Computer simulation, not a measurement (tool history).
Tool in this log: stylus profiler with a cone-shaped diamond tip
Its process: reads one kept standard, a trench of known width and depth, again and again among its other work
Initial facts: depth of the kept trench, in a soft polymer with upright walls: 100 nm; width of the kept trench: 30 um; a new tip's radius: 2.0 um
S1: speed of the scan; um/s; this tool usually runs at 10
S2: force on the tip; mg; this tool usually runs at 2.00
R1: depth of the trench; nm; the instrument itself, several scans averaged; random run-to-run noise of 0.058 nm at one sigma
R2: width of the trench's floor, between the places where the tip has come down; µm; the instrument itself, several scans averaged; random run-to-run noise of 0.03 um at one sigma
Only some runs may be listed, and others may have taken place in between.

run    hour  S1    S2      R1     R2
  1     0.0  10  2.00  100.72  28.63
  2    50.0  10  2.00  100.72  28.60
  3   107.5  10  2.00  100.70  28.61
  4   150.3  10  2.00  100.65  28.59
  5   208.7  10  3.09  101.03  28.61
  6   261.0  10  3.09  100.95  28.53
  7   321.4  10  3.09  100.99  28.56
  8   353.2  10  2.00  100.66  28.58
  9   391.4  10  2.00  100.66  28.58
 10   466.7  10  2.00  100.68  28.54
 11   512.6  10  2.00  100.72  28.53
 12   580.9  10  2.00  100.64  28.53
 13   618.8  10  2.00  100.64  28.56
 14   659.0  10  3.11  100.84  28.45
 15   697.8  10  3.11  100.78  28.54
 16   754.9   3  2.85  100.74  28.49
 17   786.5   3  2.85  100.83  28.50
      793.0  -- height scale calibrated on a step standard
 18   855.9   7  2.84  100.77  28.55
 19   920.3   8  3.66  100.94  28.50
 20   976.6   8  3.66  100.94  28.49
 21  1008.4   2  1.35  100.26  28.46
 22  1066.2   2  1.35  100.19  28.48
     1107.8  -- height scale calibrated on a step standard, once more
 23  1119.9  33  1.35  100.74  28.36
 24  1186.3  14  0.98  100.49  28.45
 25  1219.8  13  3.91  101.29  28.44
 26  1263.8   4  1.86  100.65  28.44
 27  1321.0  19  1.15  100.61  28.35
 28  1390.6   9  2.45  100.99  28.38
 29  1438.8   7  2.00  100.82  28.36

Forecast each of these 3 alternatives for the next run:
  A  1480.3  15  0.81   ?   ?
  B  1480.3  23  4.30   ?   ?
  C  1480.3   9  0.77   ?   ?

run      R1     R2
  A  100.47  28.39
  B  101.28  28.37
  C  100.41  28.40
With no hidden state in the tool, these same runs would have given:
run      R1     R2
  A  100.53  28.72
  B  101.34  28.70
  C  100.46  28.73

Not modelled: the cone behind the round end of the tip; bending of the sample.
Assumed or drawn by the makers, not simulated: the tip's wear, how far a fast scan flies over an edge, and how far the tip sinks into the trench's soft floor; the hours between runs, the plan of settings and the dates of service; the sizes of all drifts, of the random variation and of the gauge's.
